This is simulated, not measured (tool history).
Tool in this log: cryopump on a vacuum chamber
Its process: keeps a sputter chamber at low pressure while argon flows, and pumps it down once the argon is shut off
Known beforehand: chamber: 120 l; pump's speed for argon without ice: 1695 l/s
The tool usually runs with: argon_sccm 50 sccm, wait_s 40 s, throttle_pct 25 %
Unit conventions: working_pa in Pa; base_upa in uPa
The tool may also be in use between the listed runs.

{"run": 1, "hour": 0.0, "argon_sccm": 50, "wait_s": 40, "throttle_pct": 25, "working_pa": 0.2223, "base_upa": 3.03}
{"run": 2, "hour": 53.2, "argon_sccm": 50, "wait_s": 40, "throttle_pct": 25, "working_pa": 0.225, "base_upa": 3.24}
{"run": 3, "hour": 140.4, "argon_sccm": 50, "wait_s": 40, "throttle_pct": 25, "working_pa": 0.229, "base_upa": 3.26}
{"run": 4, "hour": 198.1, "argon_sccm": 50, "wait_s": 40, "throttle_pct": 25, "working_pa": 0.2309, "base_upa": 3.33}
{"run": 5, "hour": 251.3, "argon_sccm": 27, "wait_s": 40, "throttle_pct": 25, "working_pa": 0.126, "base_upa": 3.46}
{"run": 6, "hour": 345.5, "argon_sccm": 27, "wait_s": 40, "throttle_pct": 25, "working_pa": 0.1093, "base_upa": 2.86}
{"run": 7, "hour": 388.9, "argon_sccm": 27, "wait_s": 127, "throttle_pct": 25, "working_pa": 0.111, "base_upa": 1.71}
{"run": 8, "hour": 472.1, "argon_sccm": 27, "wait_s": 127, "throttle_pct": 25, "working_pa": 0.1117, "base_upa": 1.71}
{"run": 9, "hour": 535.1, "argon_sccm": 50, "wait_s": 40, "throttle_pct": 27, "working_pa": 0.1907, "base_upa": 3.05}
{"run": 10, "hour": 616.9, "argon_sccm": 50, "wait_s": 40, "throttle_pct": 25, "working_pa": 0.2074, "base_upa": 3.03}
{"run": 11, "hour": 706.5, "argon_sccm": 29, "wait_s": 63, "throttle_pct": 50, "working_pa": 0.0646, "base_upa": 2.37}
{"run": 12, "hour": 776.6, "argon_sccm": 22, "wait_s": 40, "throttle_pct": 25, "working_pa": 0.0927, "base_upa": 3.27}
{"run": 13, "hour": 867.1, "argon_sccm": 49, "wait_s": 167, "throttle_pct": 26, "working_pa": 0.2014, "base_upa": 1.84}
{"run": 14, "hour": 928.4, "argon_sccm": 44, "wait_s": 34, "throttle_pct": 54, "working_pa": 0.0951, "base_upa": 3.62}
{"run": 15, "hour": 998.2, "argon_sccm": 44, "wait_s": 34, "throttle_pct": 54, "working_pa": 0.0975, "base_upa": 3.76}
{"run": 16, "hour": 1040.8, "argon_sccm": 44, "wait_s": 34, "throttle_pct": 16, "working_pa": 0.2914, "base_upa": 3.72}
{"run": 17, "hour": 1080.2, "argon_sccm": 88, "wait_s": 151, "throttle_pct": 24, "working_pa": 0.3995, "base_upa": 2.19}
{"run": 18, "hour": 1127.0, "argon_sccm": 88, "wait_s": 151, "throttle_pct": 24, "working_pa": 0.405, "base_upa": 2.1}
{"run": 19, "hour": 1167.9, "argon_sccm": 88, "wait_s": 151, "throttle_pct": 24, "working_pa": 0.4051, "base_upa": 2.27}
{"run": 20, "hour": 1257.5, "argon_sccm": 50, "wait_s": 165, "throttle_pct": 51, "working_pa": 0.1237, "base_upa": 2.3}

Removed from this log: 1 entry logged between the listed runs. Between which two listed runs does each belong, and how does the tool's hidden state at the listed run before it compare with that at the listed run after it?
Run 5 -> run 6: pump warmed up, emptied and cooled again (hour 288.8)
  pump's speed, % of a pump's without ice: 63 -> 98; cold plate's temperature, K: 14.43 -> 14.49; leak into the chamber, uPa l/s: 1647 -> 1686
  the result without the hidden state subtracted from the measured one, working_pa: +0.0181 -> +0.0019 Pa; base_upa: +1.47 -> +0.89 uPa
